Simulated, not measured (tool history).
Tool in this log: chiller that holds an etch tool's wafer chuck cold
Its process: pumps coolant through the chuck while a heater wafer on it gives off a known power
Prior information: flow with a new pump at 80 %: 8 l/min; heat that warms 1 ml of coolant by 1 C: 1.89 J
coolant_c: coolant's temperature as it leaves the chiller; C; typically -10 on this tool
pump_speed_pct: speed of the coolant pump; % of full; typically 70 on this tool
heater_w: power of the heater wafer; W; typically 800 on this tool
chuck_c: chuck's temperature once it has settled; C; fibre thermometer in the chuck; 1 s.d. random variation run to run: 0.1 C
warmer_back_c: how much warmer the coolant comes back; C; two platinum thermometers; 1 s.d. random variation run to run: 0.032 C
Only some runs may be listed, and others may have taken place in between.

run 1 hour=0 | coolant_c=-10 pump_speed_pct=70 heater_w=800 | chuck_c=-3.1 warmer_back_c=3.68
run 2 hour=81.8 | coolant_c=-10 pump_speed_pct=85 heater_w=800 | chuck_c=-4.3 warmer_back_c=2.94
run 3 hour=153 | coolant_c=-10 pump_speed_pct=70 heater_w=590 | chuck_c=-5 warmer_back_c=2.73
run 4 hour=273.6 | coolant_c=-10 pump_speed_pct=70 heater_w=800 | chuck_c=-3.2 warmer_back_c=3.73
run 5 hour=336 | coolant_c=-5 pump_speed_pct=70 heater_w=800 | chuck_c=1.9 warmer_back_c=3.74
run 6 hour=458.4 | coolant_c=-5 pump_speed_pct=70 heater_w=800 | chuck_c=1.9 warmer_back_c=3.71
run 7 hour=548.4 | coolant_c=-6 pump_speed_pct=70 heater_w=800 | chuck_c=0.7 warmer_back_c=3.67
run 8 hour=600.4 | coolant_c=-10 pump_speed_pct=70 heater_w=800 | chuck_c=-3.2 warmer_back_c=3.64
run 9 hour=671.5 | coolant_c=-10 pump_speed_pct=70 heater_w=800 | chuck_c=-3 warmer_back_c=3.7
run 10 hour=767.4 | coolant_c=-10 pump_speed_pct=70 heater_w=800 | chuck_c=-3.1 warmer_back_c=3.68
run 11 hour=819.2 | coolant_c=-10 pump_speed_pct=80 heater_w=476 | chuck_c=-6.3 warmer_back_c=1.89
run 12 hour=878.8 | coolant_c=-8 pump_speed_pct=80 heater_w=419 | chuck_c=-4.5 warmer_back_c=1.67
run 13 hour=931.1 | coolant_c=-8 pump_speed_pct=71 heater_w=419 | chuck_c=-4.4 warmer_back_c=1.91
run 14 hour=1047.1 | coolant_c=-8 pump_speed_pct=71 heater_w=419 | chuck_c=-4.4 warmer_back_c=1.96
run 15 hour=1121.1 | coolant_c=0 pump_speed_pct=83 heater_w=1179 | chuck_c=9 warmer_back_c=4.43
run 16 hour=1173.3 | coolant_c=0 pump_speed_pct=83 heater_w=1179 | chuck_c=8.8 warmer_back_c=4.47
run 17 hour=1261.4 | coolant_c=-1 pump_speed_pct=74 heater_w=546 | chuck_c=3.5 warmer_back_c=2.34
run 18 hour=1312.5 | coolant_c=-17 pump_speed_pct=75 heater_w=415 | chuck_c=-13.5 warmer_back_c=1.75
run 19 hour=1430.3 | coolant_c=-16 pump_speed_pct=73 heater_w=712 | chuck_c=-10 warmer_back_c=3.14
run 20 hour=1505.8 | coolant_c=-11 pump_speed_pct=98 heater_w=453 | chuck_c=-8.2 warmer_back_c=1.41

Consider 5 possible next runs. They are alternatives, not a sequence: every one starts from the tool as it was left by run 20. What does each give?
run A hour=1600.8 | coolant_c=-10 pump_speed_pct=99 heater_w=800 | chuck_c=? warmer_back_c=?
run B hour=1600.8 | coolant_c=-16 pump_speed_pct=62 heater_w=460 | chuck_c=? warmer_back_c=?
run C hour=1600.8 | coolant_c=-7 pump_speed_pct=77 heater_w=472 | chuck_c=? warmer_back_c=?
run D hour=1600.8 | coolant_c=-10 pump_speed_pct=70 heater_w=449 | chuck_c=? warmer_back_c=?
run E hour=1600.8 | coolant_c=-19 pump_speed_pct=66 heater_w=1144 | chuck_c=? warmer_back_c=?

run=A chuck_c=-4.7 warmer_back_c=2.48
run=B chuck_c=-11.7 warmer_back_c=2.41
run=C chuck_c=-3.3 warmer_back_c=1.95
run=D chuck_c=-6.3 warmer_back_c=2.08
run=E chuck_c=-8.6 warmer_back_c=5.7
Without the tool's hidden state the same runs would have given:
run=A chuck_c=-4.7 warmer_back_c=2.48
run=B chuck_c=-11.7 warmer_back_c=2.4
run=C chuck_c=-3.4 warmer_back_c=1.94
run=D chuck_c=-6.3 warmer_back_c=2.08
run=E chuck_c=-8.6 warmer_back_c=5.69
